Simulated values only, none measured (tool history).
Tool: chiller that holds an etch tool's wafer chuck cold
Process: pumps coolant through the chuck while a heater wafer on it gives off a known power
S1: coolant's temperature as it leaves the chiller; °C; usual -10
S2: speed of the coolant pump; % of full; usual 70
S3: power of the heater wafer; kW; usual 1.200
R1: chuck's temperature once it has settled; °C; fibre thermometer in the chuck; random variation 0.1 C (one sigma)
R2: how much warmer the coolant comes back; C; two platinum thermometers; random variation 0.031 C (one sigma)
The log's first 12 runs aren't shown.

| run | day | S1 | S2 | S3 | R1 | R2 |
|---|---|---|---|---|---|---|
| 13 | 53.467 | -10 | 70 | 1.042 | -0.8 | 2.78 |
| 14 | 58.988 | -10 | 70 | 1.042 | -0.7 | 2.76 |
| 15 | 64.846 | -10 | 70 | 1.042 | -0.7 | 2.75 |
| 16 | 70.025 | -10 | 70 | 1.042 | -0.7 | 2.85 |
| 17 | 75.004 | -10 | 70 | 1.042 | -0.8 | 2.77 |
| 18 | 81.104 | -8 | 77 | 0.882 | -0.5 | 2.13 |
| 19 | 85.379 | -8 | 77 | 0.882 | -0.7 | 2.18 |
| 20 | 89.892 | -14 | 64 | 0.882 | -5.6 | 2.54 |
|  | 91.008 | chiller's thermometer calibrated |
| 21 | 92.817 | -14 | 64 | 0.882 | -5.5 | 2.56 |
| 22 | 95.317 | -4 | 75 | 1.237 | 6.4 | 3.06 |
| 23 | 100.521 | -10 | 75 | 1.200 | 0.3 | 2.95 |
| 24 | 105.029 | -10 | 99 | 0.644 | -5.5 | 1.21 |

Run 25 comes next. What will it give?
| 25 | 108.983 | -13 | 70 | 0.883 | ? | ? |

{"run 25": {"R1": -5.1, "R2": 2.34}}
Without the tool's hidden state the same run would have given R1 -5.2 °C, R2 2.33 C.
